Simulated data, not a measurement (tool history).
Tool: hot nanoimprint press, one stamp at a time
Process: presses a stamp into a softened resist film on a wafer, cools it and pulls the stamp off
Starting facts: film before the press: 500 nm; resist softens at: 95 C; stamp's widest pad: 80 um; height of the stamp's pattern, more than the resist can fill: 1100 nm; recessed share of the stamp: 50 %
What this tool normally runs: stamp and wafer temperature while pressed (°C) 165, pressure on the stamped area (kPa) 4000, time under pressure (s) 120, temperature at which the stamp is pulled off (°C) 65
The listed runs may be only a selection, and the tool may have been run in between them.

| run | hour | stamp and wafer temperature while pressed (°C) | pressure on the stamped area (kPa) | time under pressure (s) | temperature at which the stamp is pulled off (°C) | resist left under the stamp's widest pad (Å) | greatest force while the stamp is pulled off (N) |
|---|---|---|---|---|---|---|---|
| 1 | 0 | 165 | 4000 | 120 | 65 | 1839 | 169 |
| 2 | 37.2 | 165 | 4000 | 97 | 65 | 1990 | 170 |
| 3 | 79.4 | 165 | 4000 | 120 | 65 | 1838 | 167 |
| 4 | 134.9 | 165 | 4000 | 120 | 65 | 1837 | 174 |
| 5 | 169.2 | 165 | 4000 | 120 | 65 | 1834 | 171 |
| 6 | 207.6 | 165 | 4000 | 120 | 62 | 1834 | 178 |
| 7 | 252.7 | 165 | 4000 | 120 | 62 | 1833 | 177 |
| 8 | 293.3 | 165 | 4000 | 120 | 62 | 1836 | 178 |
| 9 | 360 | 165 | 4000 | 120 | 65 | 1830 | 167 |
| 10 | 409.5 | 165 | 4000 | 120 | 65 | 1829 | 170 |
| 11 | 449.7 | 165 | 4000 | 120 | 62 | 1829 | 176 |
| 12 | 511.2 | 165 | 4000 | 120 | 54 | 1830 | 190 |
| 13 | 548.8 | 165 | 4000 | 120 | 54 | 1826 | 191 |
| 14 | 609.5 | 165 | 4000 | 120 | 54 | 1823 | 195 |
| 15 | 661.4 | 165 | 4000 | 120 | 54 | 1820 | 191 |
| 16 | 699.5 | 169 | 4000 | 164 | 63 | 1429 | 173 |
| 17 | 759.8 | 169 | 4000 | 164 | 63 | 1425 | 169 |
| 18 | 804 | 165 | 4000 | 120 | 73 | 1821 | 149 |
| 19 | 869.5 | 175 | 4000 | 177 | 73 | 1156 | 152 |
| 20 | 919.7 | 175 | 4320 | 177 | 73 | 1104 | 154 |
| 21 | 967.5 | 160 | 4320 | 166 | 73 | 1822 | 153 |
| 22 | 1021.8 | 176 | 4320 | 124 | 73 | 1232 | 153 |
| 23 | 1087.2 | 161 | 5860 | 124 | 70 | 1657 | 164 |
| 24 | 1137.8 | 161 | 3360 | 124 | 58 | 2228 | 182 |
| 25 | 1176.7 | 161 | 3360 | 124 | 58 | 2226 | 186 |
| 26 | 1209.3 | 161 | 3360 | 124 | 58 | 2228 | 183 |
| 27 | 1247.4 | 161 | 3360 | 124 | 58 | 2226 | 182 |
| 28 | 1299.7 | 161 | 3360 | 124 | 58 | 2223 | 184 |
| 29 | 1345.8 | 165 | 4000 | 68 | 65 | 2220 | 171 |

Not shown here: 5 entries made in the log between runs. Locate each between two listed runs and compare the hidden state at the listed run before it with the hidden state at the listed run after it:
Run 6 -> run 7: press's hydraulic seals changed and the load cell set to zero (hour 235.1)
  pressure that arrives at the usual setting, %: 99.95 -> 100; grip of the stamp's worn release coat, % over a new coat's: 0.1 -> 0.2; drift of the gauge itself on residual_nm, %: -0.28 -> -0.33
  what was measured, less what the result would be without the hidden state, resist left under the stamp's widest pad (Å): -4 -> -6
Run 11 -> run 12: stamp cleaned and given a new release coat (hour 475.6)
  grip of the stamp's worn release coat, % over a new coat's: 0.3 -> 0; drift of the gauge itself on residual_nm, %: -0.59 -> -0.66
  what was measured, less what the result would be without the hidden state, resist left under the stamp's widest pad (Å): -11 -> -12
Run 18 -> run 19: plate thermocouple calibrated (hour 823.4)
  true temperature over the reading, C: 0.01 -> 0; grip of the stamp's worn release coat, % over a new coat's: 0.2 -> 0.3; drift of the gauge itself on residual_nm, %: -1.05 -> -1.14
  what was measured, less what the result would be without the hidden state, resist left under the stamp's widest pad (Å): -20 -> -13
Run 20 -> run 21: stamp cleaned and given a new release coat (hour 944.2)
  true temperature over the reading, C: 0 -> 0.01; grip of the stamp's worn release coat, % over a new coat's: 0.3 -> 0; drift of the gauge itself on residual_nm, %: -1.2 -> -1.26
  what was measured, less what the result would be without the hidden state, resist left under the stamp's widest pad (Å): -14 -> -23
Run 28 -> run 29: press's hydraulic seals changed and the load cell set to zero (hour 1345.8)
  pressure that arrives at the usual setting, %: 99.95 -> 100; drift of the gauge itself on residual_nm, %: -1.7 -> -1.75
  what was measured, less what the result would be without the hidden state, resist left under the stamp's widest pad (Å): -39 -> -41
